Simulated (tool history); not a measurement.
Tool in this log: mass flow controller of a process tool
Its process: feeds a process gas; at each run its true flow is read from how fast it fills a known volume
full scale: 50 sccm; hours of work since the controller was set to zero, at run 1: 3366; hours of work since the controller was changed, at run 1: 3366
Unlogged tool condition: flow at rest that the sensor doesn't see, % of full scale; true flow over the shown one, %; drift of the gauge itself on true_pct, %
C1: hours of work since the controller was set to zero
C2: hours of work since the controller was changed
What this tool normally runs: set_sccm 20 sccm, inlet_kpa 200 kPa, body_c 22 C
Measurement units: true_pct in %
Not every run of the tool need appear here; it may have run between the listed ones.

run 1 day=0.000 | set_sccm=20 inlet_kpa=200 body_c=22 | C1=3366 C2=3366 | true_pct=99.20
run 2 day=10.283 | set_sccm=20 inlet_kpa=200 body_c=22 | C1=3474 C2=3474 | true_pct=99.08
run 3 day=19.329 | set_sccm=20 inlet_kpa=200 body_c=22 | C1=3568 C2=3568 | true_pct=99.23
run 4 day=29.742 | set_sccm=20 inlet_kpa=200 body_c=22 | C1=3677 C2=3677 | true_pct=99.14
run 5 day=41.546 | set_sccm=20 inlet_kpa=200 body_c=22 | C1=3801 C2=3801 | true_pct=99.25
run 6 day=50.062 | set_sccm=20 inlet_kpa=200 body_c=22 | C1=3890 C2=3890 | true_pct=99.33
run 7 day=56.317 | set_sccm=20 inlet_kpa=200 body_c=22 | C1=3955 C2=3955 | true_pct=99.31
run 8 day=62.850 | set_sccm=32 inlet_kpa=200 body_c=22 | C1=4023 C2=4023 | true_pct=99.41
run 9 day=74.117 | set_sccm=32 inlet_kpa=200 body_c=22 | C1=4141 C2=4141 | true_pct=99.10
run 10 day=86.046 | set_sccm=17 inlet_kpa=200 body_c=22 | C1=4266 C2=4266 | true_pct=99.84
run 11 day=96.638 | set_sccm=17 inlet_kpa=200 body_c=22 | C1=4377 C2=4377 | true_pct=99.71
run 12 day=103.992 | set_sccm=20 inlet_kpa=200 body_c=31 | C1=4454 C2=4454 | true_pct=100.42
run 13 day=110.062 | set_sccm=10 inlet_kpa=200 body_c=22 | C1=4517 C2=4517 | true_pct=101.38
run 14 day=118.492 | set_sccm=20 inlet_kpa=195 body_c=22 | C1=4606 C2=4606 | true_pct=99.58
run 15 day=129.929 | set_sccm=20 inlet_kpa=237 body_c=22 | C1=4725 C2=4725 | true_pct=99.32
run 16 day=137.262 | set_sccm=20 inlet_kpa=237 body_c=22 | C1=4802 C2=4802 | true_pct=99.33
-- day=138.592 controller's zero set anew
run 17 day=151.138 | set_sccm=20 inlet_kpa=237 body_c=22 | C1=131 C2=4947 | true_pct=99.90
run 18 day=164.179 | set_sccm=20 inlet_kpa=262 body_c=22 | C1=268 C2=5083 | true_pct=99.77
run 19 day=175.242 | set_sccm=20 inlet_kpa=262 body_c=22 | C1=383 C2=5199 | true_pct=99.88
run 20 day=188.858 | set_sccm=20 inlet_kpa=200 body_c=22 | C1=526 C2=5342 | true_pct=100.44
run 21 day=201.692 | set_sccm=20 inlet_kpa=200 body_c=22 | C1=660 C2=5476 | true_pct=100.26
run 22 day=211.433 | set_sccm=20 inlet_kpa=200 body_c=25 | C1=762 C2=5578 | true_pct=100.64
-- day=215.588 controller's zero set anew, once more
run 23 day=220.758 | set_sccm=7 inlet_kpa=188 body_c=25 | C1=54 C2=5675 | true_pct=96.41
run 24 day=233.750 | set_sccm=31 inlet_kpa=215 body_c=22 | C1=190 C2=5811 | true_pct=97.40
run 25 day=243.238 | set_sccm=48 inlet_kpa=181 body_c=22 | C1=289 C2=5910 | true_pct=98.53
run 26 day=251.971 | set_sccm=48 inlet_kpa=181 body_c=22 | C1=381 C2=6002 | true_pct=98.60
run 27 day=261.912 | set_sccm=6 inlet_kpa=147 body_c=22 | C1=485 C2=6106 | true_pct=97.31
run 28 day=275.904 | set_sccm=6 inlet_kpa=147 body_c=22 | C1=631 C2=6252 | true_pct=97.47
run 29 day=286.979 | set_sccm=26 inlet_kpa=195 body_c=22 | C1=747 C2=6368 | true_pct=97.37
run 30 day=300.958 | set_sccm=20 inlet_kpa=141 body_c=26 | C1=893 C2=6514 | true_pct=97.87
run 31 day=311.658 | set_sccm=15 inlet_kpa=146 body_c=26 | C1=1005 C2=6626 | true_pct=97.85
run 32 day=323.642 | set_sccm=9 inlet_kpa=187 body_c=26 | C1=1130 C2=6751 | true_pct=97.82
run 33 day=334.004 | set_sccm=7 inlet_kpa=270 body_c=26 | C1=1239 C2=6860 | true_pct=97.71
run 34 day=340.488 | set_sccm=7 inlet_kpa=270 body_c=26 | C1=1307 C2=6928 | true_pct=97.80
run 35 day=354.550 | set_sccm=48 inlet_kpa=227 body_c=26 | C1=1454 C2=7075 | true_pct=98.88
run 36 day=363.000 | set_sccm=7 inlet_kpa=144 body_c=28 | C1=1542 C2=7163 | true_pct=99.31
run 37 day=376.958 | set_sccm=17 inlet_kpa=208 body_c=30 | C1=1688 C2=7309 | true_pct=98.26
run 38 day=391.062 | set_sccm=17 inlet_kpa=208 body_c=30 | C1=1836 C2=7457 | true_pct=98.24
run 39 day=399.721 | set_sccm=17 inlet_kpa=220 body_c=31 | C1=1926 C2=7547 | true_pct=98.21
run 40 day=410.179 | set_sccm=9 inlet_kpa=200 body_c=39 | C1=2036 C2=7657 | true_pct=100.22
run 41 day=417.825 | set_sccm=9 inlet_kpa=200 body_c=39 | C1=2116 C2=7737 | true_pct=100.23

Below are 4 alternative next runs, each starting from the tool's condition after run 41. Predict each:
run A day=424.342 | set_sccm=6 inlet_kpa=214 body_c=24 | C1=2184 C2=7805 | true_pct=?
run B day=424.342 | set_sccm=33 inlet_kpa=192 body_c=33 | C1=2184 C2=7805 | true_pct=?
run C day=424.342 | set_sccm=10 inlet_kpa=192 body_c=34 | C1=2184 C2=7805 | true_pct=?
run D day=424.342 | set_sccm=18 inlet_kpa=200 body_c=32 | C1=2184 C2=7805 | true_pct=?

run=A true_pct=99.82
run=B true_pct=99.04
run=C true_pct=99.51
run=D true_pct=98.76
The same runs, with their run-to-run variation unchanged, on a tool lacking any hidden condition would have given:
run=A true_pct=97.21
run=B true_pct=99.86
run=C true_pct=98.58
run=D true_pct=98.95
